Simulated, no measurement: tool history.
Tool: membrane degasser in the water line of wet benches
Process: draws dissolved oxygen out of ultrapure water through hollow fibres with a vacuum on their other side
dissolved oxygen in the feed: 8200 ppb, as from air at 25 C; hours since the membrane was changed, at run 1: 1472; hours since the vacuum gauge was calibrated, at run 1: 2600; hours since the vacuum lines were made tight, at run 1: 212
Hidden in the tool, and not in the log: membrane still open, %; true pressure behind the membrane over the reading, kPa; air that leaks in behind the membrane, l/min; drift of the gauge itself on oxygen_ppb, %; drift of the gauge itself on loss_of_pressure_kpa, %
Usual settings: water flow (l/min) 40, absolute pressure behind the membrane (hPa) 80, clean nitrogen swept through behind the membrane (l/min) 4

run   hour  water flow (l/min)  absolute pressure behind the membrane (hPa)  clean nitrogen swept through behind the membrane (l/min)  hours since the membrane was changed  hours since the vacuum gauge was calibrated  hours since the vacuum lines were made tight  dissolved oxygen in the water behind the degasser (ppb)  pressure that the water loses in the fibres (hPa)
  1      0                  40                                           80                                                         4                                  1472                                         2600                                           212                                                    125.6                                              593.5
  2   39.9                  40                                           80                                                      8.36                                  1511                                         2640                                           252                                                     67.8                                              593.5
  3  104.6                  40                                           80                                                      8.36                                  1576                                         2704                                           317                                                     67.5                                              587.8
  4    140                  40                                           80                                                      8.36                                  1612                                         2740                                           352                                                     69.6                                              588.1
  5  196.4                  40                                           80                                                      8.36                                  1668                                         2796                                           409                                                     70.3                                              587.4
  6  249.7                  37                                           80                                                         4                                  1721                                         2849                                           462                                                    115.3                                              539.9
  7  333.5                  62                                           80                                                         4                                  1805                                         2933                                           546                                                    199.4                                              907.8
  8  381.8                  62                                           80                                                         4                                  1853                                         2982                                           594                                                    200.9                                              908.9
  9  452.5                  62                                           80                                                         4                                  1924                                         3052                                           665                                                    203.2                                              904.6
 10    519                  41                                        102.9                                                      2.21                                  1991                                         3119                                           731                                                    299.9                                              595.1
 11    563                  41                                        102.9                                                      2.21                                  2034                                         3163                                           775                                                    295.5                                              598.7
 12  619.8                  30                                           80                                                         4                                  2091                                         3219                                           832                                                     91.9                                              434.9
 13  693.8                  41                                         56.2                                                      2.62                                  2165                                         3294                                           906                                                     97.3                                              595.3
 14    758                  41                                         56.2                                                      2.62                                  2230                                         3358                                           970                                                     99.9                                              595.9
 15    827                  41                                         56.2                                                      2.62                                  2299                                         3427                                          1039                                                     99.3                                              595.8
     832.4  -- gauge calibrated
 16  894.4                  25                                         93.7                                                      4.18                                  2366                                         3494                                          1107                                                     91.9                                              367.3

The next listed run, before its measurement:
 17  938.5                  50                                        106.9                                                      2.37                                  2410                                         3538                                          1151                                                        ?                                                  ?

dissolved oxygen in the water behind the degasser (ppb): 356
pressure that the water loses in the fibres (hPa): 740.5
Without the tool's hidden state the same run would have given dissolved oxygen in the water behind the degasser (ppb) 355.9, pressure that the water loses in the fibres (hPa) 742.3.
